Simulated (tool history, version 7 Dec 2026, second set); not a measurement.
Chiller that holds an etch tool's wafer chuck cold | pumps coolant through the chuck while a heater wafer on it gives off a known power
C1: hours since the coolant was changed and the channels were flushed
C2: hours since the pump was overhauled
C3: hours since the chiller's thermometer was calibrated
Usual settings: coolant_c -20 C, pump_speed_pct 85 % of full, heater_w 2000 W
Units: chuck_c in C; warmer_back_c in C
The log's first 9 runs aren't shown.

{"run": 10, "hour": 304.6, "coolant_c": -20, "pump_speed_pct": 93, "heater_w": 2000, "C1": 2014, "C2": 938, "C3": 3030, "chuck_c": -8.5, "warmer_back_c": 4.71}
{"run": 11, "hour": 331.5, "coolant_c": -20, "pump_speed_pct": 93, "heater_w": 2000, "C1": 2041, "C2": 965, "C3": 3057, "chuck_c": -8.7, "warmer_back_c": 4.74}
{"run": 12, "hour": 351.0, "coolant_c": -24, "pump_speed_pct": 85, "heater_w": 2000, "C1": 2060, "C2": 984, "C3": 3077, "chuck_c": -11.7, "warmer_back_c": 5.18}
{"run": 13, "hour": 392.8, "coolant_c": -24, "pump_speed_pct": 85, "heater_w": 2000, "C1": 2102, "C2": 1026, "C3": 3118, "chuck_c": -11.7, "warmer_back_c": 5.18}
{"run": 14, "hour": 437.6, "coolant_c": -20, "pump_speed_pct": 73, "heater_w": 2000, "C1": 2147, "C2": 1071, "C3": 3163, "chuck_c": -6.0, "warmer_back_c": 5.98}
{"run": 15, "hour": 479.1, "coolant_c": -20, "pump_speed_pct": 73, "heater_w": 2000, "C1": 2188, "C2": 1112, "C3": 3205, "chuck_c": -6.0, "warmer_back_c": 5.95}
{"run": 16, "hour": 512.5, "coolant_c": -20, "pump_speed_pct": 73, "heater_w": 2000, "C1": 2222, "C2": 1146, "C3": 3238, "chuck_c": -6.1, "warmer_back_c": 6.02}
{"run": 17, "hour": 552.9, "coolant_c": -20, "pump_speed_pct": 85, "heater_w": 2000, "C1": 2262, "C2": 1186, "C3": 3278, "chuck_c": -7.5, "warmer_back_c": 5.18}
{"run": 18, "hour": 573.3, "coolant_c": -20, "pump_speed_pct": 85, "heater_w": 2000, "C1": 2283, "C2": 1207, "C3": 3299, "chuck_c": -7.6, "warmer_back_c": 5.14}
{"run": 19, "hour": 616.1, "coolant_c": -30, "pump_speed_pct": 85, "heater_w": 1487, "C1": 2325, "C2": 1249, "C3": 3342, "chuck_c": -21.1, "warmer_back_c": 3.83}
{"run": 20, "hour": 644.3, "coolant_c": -13, "pump_speed_pct": 93, "heater_w": 1211, "C1": 2354, "C2": 1278, "C3": 3370, "chuck_c": -6.2, "warmer_back_c": 2.8}
{"run": 21, "hour": 679.2, "coolant_c": -19, "pump_speed_pct": 75, "heater_w": 1306, "C1": 2389, "C2": 1312, "C3": 3405, "chuck_c": -10.0, "warmer_back_c": 3.81}
{"run": 22, "hour": 709.1, "coolant_c": -19, "pump_speed_pct": 75, "heater_w": 1306, "C1": 2418, "C2": 1342, "C3": 3435, "chuck_c": -10.1, "warmer_back_c": 3.84}
{"run": 23, "hour": 735.2, "coolant_c": -19, "pump_speed_pct": 75, "heater_w": 1306, "C1": 2445, "C2": 1368, "C3": 3461, "chuck_c": -10.1, "warmer_back_c": 3.79}
{"run": 24, "hour": 771.7, "coolant_c": -25, "pump_speed_pct": 82, "heater_w": 2420, "C1": 2481, "C2": 1405, "C3": 3497, "chuck_c": -9.7, "warmer_back_c": 6.42}
{"run": 25, "hour": 801.8, "coolant_c": -25, "pump_speed_pct": 82, "heater_w": 2420, "C1": 2511, "C2": 1435, "C3": 3527, "chuck_c": -9.8, "warmer_back_c": 6.5}
{"run": 26, "hour": 838.0, "coolant_c": -20, "pump_speed_pct": 68, "heater_w": 1214, "C1": 2547, "C2": 1471, "C3": 3564, "chuck_c": -10.8, "warmer_back_c": 3.88}
{"run": 27, "hour": 882.1, "coolant_c": -20, "pump_speed_pct": 68, "heater_w": 1214, "C1": 2591, "C2": 1515, "C3": 3608, "chuck_c": -11.0, "warmer_back_c": 3.9}
{"run": 28, "hour": 926.9, "coolant_c": -20, "pump_speed_pct": 61, "heater_w": 1183, "C1": 2636, "C2": 1560, "C3": 3652, "chuck_c": -10.4, "warmer_back_c": 4.2}
{"run": 29, "hour": 962.6, "coolant_c": -20, "pump_speed_pct": 85, "heater_w": 1146, "C1": 2672, "C2": 1596, "C3": 3688, "chuck_c": -13.0, "warmer_back_c": 2.97}
{"run": 30, "hour": 1001.7, "coolant_c": -20, "pump_speed_pct": 72, "heater_w": 2302, "C1": 2711, "C2": 1635, "C3": 3727, "chuck_c": -3.7, "warmer_back_c": 6.98}
{"run": 31, "hour": 1030.4, "coolant_c": -20, "pump_speed_pct": 72, "heater_w": 2302, "C1": 2740, "C2": 1664, "C3": 3756, "chuck_c": -3.6, "warmer_back_c": 6.95}
{"run": 32, "hour": 1054.3, "coolant_c": -20, "pump_speed_pct": 72, "heater_w": 2302, "C1": 2764, "C2": 1688, "C3": 3780, "chuck_c": -3.7, "warmer_back_c": 7.0}
{"run": 33, "hour": 1089.1, "coolant_c": -10, "pump_speed_pct": 85, "heater_w": 1806, "C1": 2798, "C2": 1722, "C3": 3815, "chuck_c": 0.9, "warmer_back_c": 4.61}

3 ways to go on from here, each from the tool as it stands after run 33. What would each give?
{"run": "A", "hour": 1133.4, "coolant_c": -23, "pump_speed_pct": 75, "heater_w": 1344, "C1": 2843, "C2": 1767, "C3": 3859, "chuck_c": "?", "warmer_back_c": "?"}
{"run": "B", "hour": 1133.4, "coolant_c": -23, "pump_speed_pct": 96, "heater_w": 1806, "C1": 2843, "C2": 1767, "C3": 3859, "chuck_c": "?", "warmer_back_c": "?"}
{"run": "C", "hour": 1133.4, "coolant_c": -20, "pump_speed_pct": 76, "heater_w": 1081, "C1": 2843, "C2": 1767, "C3": 3859, "chuck_c": "?", "warmer_back_c": "?"}

run=A chuck_c=-13.8 warmer_back_c=3.94
run=B chuck_c=-13.1 warmer_back_c=4.14
run=C chuck_c=-12.7 warmer_back_c=3.18
Without the tool's hidden state the same runs would have given:
run=A chuck_c=-13.8 warmer_back_c=3.94
run=B chuck_c=-13.1 warmer_back_c=4.14
run=C chuck_c=-12.7 warmer_back_c=3.17
